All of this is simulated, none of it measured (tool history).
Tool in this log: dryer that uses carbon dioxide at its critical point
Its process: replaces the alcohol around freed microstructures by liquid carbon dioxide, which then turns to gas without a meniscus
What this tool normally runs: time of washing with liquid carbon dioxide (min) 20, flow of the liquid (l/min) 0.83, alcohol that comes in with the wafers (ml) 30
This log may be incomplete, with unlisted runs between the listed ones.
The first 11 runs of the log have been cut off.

run   hour  time of washing with liquid carbon dioxide (min)  flow of the liquid (l/min)  alcohol that comes in with the wafers (ml)  alcohol left in the vessel before it's heated (ppm by volume)
 12  215.7                                                20                       1.381                                          30                                                             38
 13  241.1                                                20                       1.381                                          30                                                             46
 14  256.6                                                20                        0.83                                          30                                                             73
 15  284.3                                                20                        0.83                                          30                                                             71
 16  297.3                                                20                        0.83                                          38                                                             78
 17  314.6                                                20                       0.606                                          25                                                            161
 18  336.4                                                20                       0.606                                          25                                                            150
 19  363.9                                                20                        0.83                                          45                                                             87
 20  390.9                                                20                       1.151                                          57                                                             71
     394.4  -- inlet filter changed
 21  419.1                                                28                       0.695                                          41                                                             76
 22  432.3                                                27                       1.383                                          23                                                             75
 23  453.9                                                30                       0.931                                          39                                                             71
 24  474.9                                                17                       0.815                                         106                                                            159
 25  493.2                                                17                       0.815                                         106                                                            160
 26  509.3                                                17                       0.815                                         106                                                            161
 27  521.1                                                29                       0.667                                          49                                                             85
 28  539.8                                                29                       0.667                                          49                                                             93
 29  562.3                                                29                        0.89                                          49                                                             84
 30  576.5                                                29                        0.89                                          49                                                             85
 31  602.3                                                20                       0.712                                          30                                                            102

Branching from run 31: 4 alternative next runs. What would each branch give?
  A  619.6                                                14                       1.182                                          45                                                              ?
  B  619.6                                                25                       0.554                                         102                                                              ?
  C  619.6                                                20                       0.712                                          29                                                              ?
  D  619.6                                                20                        0.83                                          49                                                              ?

run  alcohol left in the vessel before it's heated (ppm by volume)
  A                                                            102
  B                                                            172
  C                                                            112
  D                                                            111
With no hidden state in the tool, these same runs would have given:
run  alcohol left in the vessel before it's heated (ppm by volume)
  A                                                             11
  B                                                             64
  C                                                             17
  D                                                             20
